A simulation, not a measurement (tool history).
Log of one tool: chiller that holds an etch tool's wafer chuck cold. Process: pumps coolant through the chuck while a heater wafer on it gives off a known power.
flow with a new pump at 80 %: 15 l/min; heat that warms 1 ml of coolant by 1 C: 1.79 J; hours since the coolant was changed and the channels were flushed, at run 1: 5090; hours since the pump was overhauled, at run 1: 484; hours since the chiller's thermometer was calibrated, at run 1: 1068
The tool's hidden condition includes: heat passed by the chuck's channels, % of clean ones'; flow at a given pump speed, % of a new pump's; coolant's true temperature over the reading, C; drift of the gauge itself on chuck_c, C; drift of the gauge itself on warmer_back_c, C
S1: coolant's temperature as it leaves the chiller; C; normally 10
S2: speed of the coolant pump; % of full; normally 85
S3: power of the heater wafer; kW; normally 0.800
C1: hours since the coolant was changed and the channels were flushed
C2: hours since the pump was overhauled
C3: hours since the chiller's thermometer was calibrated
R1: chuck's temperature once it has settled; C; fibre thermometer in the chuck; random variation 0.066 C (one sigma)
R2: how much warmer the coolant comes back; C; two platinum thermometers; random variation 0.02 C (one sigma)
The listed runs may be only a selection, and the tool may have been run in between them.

Run 1, hour 0.0: usual settings; C1 5090; C2 484; C3 1068. Result: R1 15.12 C, R2 1.70 C.
Run 2, hour 18.5: usual settings; C1 5109; C2 502; C3 1087. Result: R1 15.15 C, R2 1.64 C.
Run 3, hour 40.9: usual settings but S3 0.474 kW; C1 5131; C2 525; C3 1109. Result: R1 13.06 C, R2 0.95 C.
Run 4, hour 59.9: usual settings but S3 0.474 kW; C1 5150; C2 544; C3 1128. Result: R1 13.03 C, R2 0.91 C.
Run 5, hour 73.0: usual settings; C1 5163; C2 557; C3 1141. Result: R1 15.12 C, R2 1.65 C.
Run 6, hour 88.8: usual settings but S1 1 C; C1 5179; C2 573; C3 1157. Result: R1 6.16 C, R2 1.65 C.
Run 7, hour 111.8: usual settings but S1 1 C; C1 5202; C2 596; C3 1180. Result: R1 6.20 C, R2 1.64 C.
Run 8, hour 129.2: usual settings; C1 5219; C2 613; C3 1198. Result: R1 15.09 C, R2 1.62 C.
Run 9, hour 147.7: usual settings but S3 0.584 kW; C1 5238; C2 631; C3 1216. Result: R1 13.73 C, R2 1.12 C.
Run 10, hour 166.8: usual settings but S3 0.405 kW; C1 5257; C2 651; C3 1235. Result: R1 12.58 C, R2 0.72 C.
Run 11, hour 196.9: usual settings; C1 5287; C2 681; C3 1265. Result: R1 15.21 C, R2 1.56 C.
Run 12, hour 227.3: usual settings but S2 66 % of full; C1 5317; C2 711; C3 1296. Result: R1 16.28 C, R2 2.06 C.
Run 13, hour 242.9: usual settings but S2 66 % of full; C1 5333; C2 727; C3 1311. Result: R1 16.43 C, R2 2.10 C.
Run 14, hour 259.2: usual settings but S2 66 % of full; C1 5349; C2 743; C3 1328. Result: R1 16.35 C, R2 2.04 C.
Run 15, hour 287.6: usual settings but S2 66 % of full, S3 0.798 kW; C1 5378; C2 771; C3 1356. Result: R1 16.29 C, R2 2.04 C.
Run 16, hour 305.8: usual settings; C1 5396; C2 790; C3 1374. Result: R1 15.07 C, R2 1.51 C.
Run 17, hour 321.7: usual settings; C1 5412; C2 805; C3 1390. Result: R1 15.11 C, R2 1.52 C.
Run 18, hour 352.2: usual settings; C1 5442; C2 836; C3 1421. Result: R1 15.17 C, R2 1.50 C.
Run 19, hour 381.0: usual settings but S1 14 C, S2 78 % of full; C1 5471; C2 865; C3 1449. Result: R1 19.55 C, R2 1.64 C.
Run 20, hour 404.4: usual settings but S1 14 C, S2 78 % of full; C1 5495; C2 888; C3 1473. Result: R1 19.55 C, R2 1.64 C.
Run 21, hour 426.4: usual settings but S1 14 C, S2 78 % of full; C1 5517; C2 910; C3 1495. Result: R1 19.51 C, R2 1.61 C.
Run 22, hour 453.3: usual settings but S3 0.500 kW; C1 5543; C2 937; C3 1522. Result: R1 13.13 C, R2 0.81 C.
Run 23, hour 471.2: usual settings but S1 11 C, S2 61 % of full, S3 0.500 kW; C1 5561; C2 955; C3 1540. Result: R1 15.17 C, R2 1.30 C.
At hour 489.2: gauge calibrated.
Run 24, hour 494.1: usual settings but S1 16 C, S2 90 % of full, S3 0.501 kW; C1 5584; C2 978; C3 1562. Result: R1 19.05 C, R2 0.97 C.
Run 25, hour 520.1: usual settings but S1 16 C, S2 90 % of full, S3 0.501 kW; C1 5610; C2 1004; C3 1588. Result: R1 19.09 C, R2 0.95 C.
Run 26, hour 548.8: usual settings but S1 3 C, S2 88 % of full, S3 0.501 kW; C1 5639; C2 1033; C3 1617. Result: R1 6.03 C, R2 1.00 C.
Run 27, hour 579.0: usual settings but S1 17 C, S2 89 % of full, S3 0.779 kW; C1 5669; C2 1063; C3 1647. Result: R1 21.86 C, R2 1.47 C.
Run 28, hour 593.7: usual settings but S1 1 C, S2 80 % of full, S3 0.581 kW; C1 5684; C2 1078; C3 1662. Result: R1 4.91 C, R2 1.23 C.
Run 29, hour 607.4: usual settings but S1 1 C, S2 80 % of full, S3 0.581 kW; C1 5698; C2 1091; C3 1676. Result: R1 4.88 C, R2 1.21 C.
Run 30, hour 638.0: usual settings but S2 98 % of full, S3 1.166 kW; C1 5728; C2 1122; C3 1706. Result: R1 16.87 C, R2 2.03 C.
Run 31, hour 652.7: usual settings but S2 98 % of full, S3 1.166 kW; C1 5743; C2 1136; C3 1721. Result: R1 16.65 C, R2 2.00 C.
Run 32, hour 665.3: usual settings but S2 98 % of full, S3 1.166 kW; C1 5756; C2 1149; C3 1734. Result: R1 16.78 C, R2 2.00 C.
Run 33, hour 693.9: usual settings but S2 76 % of full; C1 5784; C2 1178; C3 1762. Result: R1 15.54 C, R2 1.76 C.

Predict each of these 3 candidate next runs independently; none follows another, all start after run 33:
Run A, hour 709.4: usual settings but S3 1.079 kW; C1 5800; C2 1193; C3 1778. Result: R1 ?, R2 ?.
Run B, hour 709.4: usual settings but S1 9 C, S2 65 % of full; C1 5800; C2 1193; C3 1778. Result: R1 ?, R2 ?.
Run C, hour 709.4: usual settings but S2 76 % of full, S3 0.984 kW; C1 5800; C2 1193; C3 1778. Result: R1 ?, R2 ?.

run     R1    R2
  A  17.11  2.13
  B  15.44  2.12
  C  17.00  2.22
With no hidden state in the tool, these same runs would have given:
run     R1    R2
  A  17.10  2.24
  B  15.44  2.24
  C  16.99  2.33
